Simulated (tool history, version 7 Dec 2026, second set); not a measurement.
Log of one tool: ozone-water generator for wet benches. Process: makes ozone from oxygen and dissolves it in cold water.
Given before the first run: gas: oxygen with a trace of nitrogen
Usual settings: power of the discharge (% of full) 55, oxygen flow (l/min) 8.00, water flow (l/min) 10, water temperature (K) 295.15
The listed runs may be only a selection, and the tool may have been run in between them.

run   hour  power of the discharge (% of full)  oxygen flow (l/min)  water flow (l/min)  water temperature (K)  dissolved ozone (ppm)  ozone in the gas ahead of the water (g/m3)
  1    0.0                                  55                 8.00                  10                 295.15                   18.0                                       118.7
  2   96.1                                  55                 8.00                  10                 295.15                   18.0                                       116.8
  3  178.6                                  55                 8.00                  10                 295.15                   17.9                                       116.6
  4  332.1                                  55                 8.00                  10                 289.15                   20.6                                       116.0
  5  456.1                                  83                 8.00                  10                 295.15                   24.4                                       160.0
  6  653.3                                  55                 8.16                  10                 295.15                   17.3                                       115.0
     671.3  -- water thermometer calibrated
  7  740.9                                  55                13.53                  10                 295.15                   16.3                                        95.6
  8  946.3                                  55                13.53                  10                 295.15                   16.1                                        96.1

Estimate the outcome of run 9 from the log above:
     1061.8  -- water thermometer calibrated, once more
  9  1147.9                                  55                 6.84                  10                 295.15                      ?                                           ?

dissolved ozone (ppm): 17.8
ozone in the gas ahead of the water (g/m3): 121.4
Had the tool carried no hidden state, the very same run would have given dissolved ozone (ppm) 21.5, ozone in the gas ahead of the water (g/m3) 143.4.
